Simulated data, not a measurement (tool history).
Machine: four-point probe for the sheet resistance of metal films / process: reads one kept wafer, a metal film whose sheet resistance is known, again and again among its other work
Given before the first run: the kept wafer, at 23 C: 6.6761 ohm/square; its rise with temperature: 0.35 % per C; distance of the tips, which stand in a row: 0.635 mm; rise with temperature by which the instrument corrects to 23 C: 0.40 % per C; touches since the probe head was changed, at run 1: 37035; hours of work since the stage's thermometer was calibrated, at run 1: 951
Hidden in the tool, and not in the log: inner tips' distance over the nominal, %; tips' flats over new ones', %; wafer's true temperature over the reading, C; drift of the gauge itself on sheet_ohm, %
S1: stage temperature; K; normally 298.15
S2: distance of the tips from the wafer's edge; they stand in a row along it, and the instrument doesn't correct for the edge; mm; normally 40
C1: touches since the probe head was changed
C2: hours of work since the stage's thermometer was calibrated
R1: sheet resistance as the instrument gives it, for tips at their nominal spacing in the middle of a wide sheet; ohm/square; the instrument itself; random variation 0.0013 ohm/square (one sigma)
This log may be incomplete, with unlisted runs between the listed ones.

| run | hour | S1 | S2 | C1 | C2 | R1 |
|---|---|---|---|---|---|---|
| 1 | 0.0 | 298.15 | 40 | 37035 | 951 | 6.689547 |
| 2 | 31.0 | 298.15 | 40 | 38484 | 972 | 6.692454 |
| 3 | 88.1 | 298.15 | 40 | 41158 | 1011 | 6.692321 |
| 4 | 130.5 | 298.15 | 40 | 43143 | 1040 | 6.692713 |
| 5 | 191.1 | 298.15 | 4 | 45979 | 1081 | 6.782000 |
| 6 | 224.4 | 298.15 | 40 | 47535 | 1103 | 6.693550 |
| 7 | 282.2 | 293.15 | 40 | 50238 | 1143 | 6.707772 |
| 8 | 313.8 | 293.15 | 40 | 51721 | 1164 | 6.709830 |
| 9 | 372.3 | 293.15 | 40 | 54459 | 1204 | 6.711546 |
| 10 | 434.1 | 298.15 | 6 | 57351 | 1245 | 6.733216 |
| 11 | 478.9 | 298.15 | 6 | 59445 | 1276 | 6.733990 |
| 12 | 509.6 | 304.15 | 6 | 60880 | 1297 | 6.715780 |
| 13 | 570.7 | 297.15 | 3 | 63743 | 1338 | 6.853248 |
| 14 | 609.6 | 295.15 | 3 | 65564 | 1364 | 6.861510 |
| 15 | 668.7 | 292.15 | 15 | 68328 | 1404 | 6.723374 |
| 16 | 712.5 | 292.15 | 15 | 70376 | 1434 | 6.725448 |
| 17 | 757.0 | 291.15 | 3 | 72459 | 1464 | 6.878838 |
| 18 | 814.0 | 295.15 | 11 | 75129 | 1503 | 6.716271 |
| 19 | 875.6 | 296.15 | 15 | 78007 | 1544 | 6.710046 |
| 20 | 901.1 | 298.15 | 10 | 79202 | 1562 | 6.714582 |
| 21 | 948.8 | 293.15 | 25 | 81433 | 1594 | 6.716405 |
|  | 965.3 | stage's thermometer calibrated |
| 22 | 998.2 | 298.15 | 3 | 83724 | 22 | 6.861630 |
| 23 | 1047.5 | 298.15 | 3 | 86031 | 56 | 6.865319 |

Alternative continuations, all from the tool just after run 23; predict every row:
| A | 1106.6 | 300.15 | 11 | 88797 | 96 | ? |
| B | 1106.6 | 298.15 | 14 | 88797 | 96 | ? |
| C | 1106.6 | 296.15 | 63 | 88797 | 96 | ? |

| run | R1 |
|---|---|
| A | 6.711737 |
| B | 6.715863 |
| C | 6.714203 |
With no hidden state in the tool, these same runs would have given:
| run | R1 |
|---|---|
| A | 6.674711 |
| B | 6.678831 |
| C | 6.677195 |
